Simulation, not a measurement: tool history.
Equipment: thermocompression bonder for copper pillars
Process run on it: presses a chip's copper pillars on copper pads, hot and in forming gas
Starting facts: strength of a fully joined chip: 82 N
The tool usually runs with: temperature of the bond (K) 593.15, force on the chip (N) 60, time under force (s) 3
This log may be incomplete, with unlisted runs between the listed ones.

run     day  temperature of the bond (K)  force on the chip (N)  time under force (s)  force that shears a chip off (N)
  1   0.000                       593.15                     60                     3                              38.2
  2   1.692                       593.15                     60                     3                              39.5
  3   3.642                       593.15                     60                     3                              38.1
  4   5.279                       616.15                     60                     3                              48.9
  5   7.104                       593.15                     60                     3                              38.0
  6   9.146                       593.15                     60                     2                              32.7
  7  10.112                       593.15                     60                     2                              32.5
  8  11.267                       578.15                     60                     3                              30.6
  9  13.321                       590.15                     40                     2                              20.7
 10  14.188                       590.15                     40                     2                              19.6
 11  15.108                       605.15                     79                     5                              56.8
 12  16.888                       605.15                     79                     5                              57.9

4 ways to go on from here, each from the tool as it stands after run 12. What would each give?
  A  17.908                       573.15                     78                     5                                 ?
  B  17.908                       593.15                     69                     3                                 ?
  C  17.908                       605.15                     59                     3                                 ?
  D  17.908                       605.15                     79                     6                                 ?

run  force that shears a chip off (N)
  A                              40.9
  B                              40.2
  C                              40.2
  D                              58.5
Without the tool's hidden state the same runs would have given:
run  force that shears a chip off (N)
  A                              47.7
  B                              46.7
  C                              46.6
  D                              66.3

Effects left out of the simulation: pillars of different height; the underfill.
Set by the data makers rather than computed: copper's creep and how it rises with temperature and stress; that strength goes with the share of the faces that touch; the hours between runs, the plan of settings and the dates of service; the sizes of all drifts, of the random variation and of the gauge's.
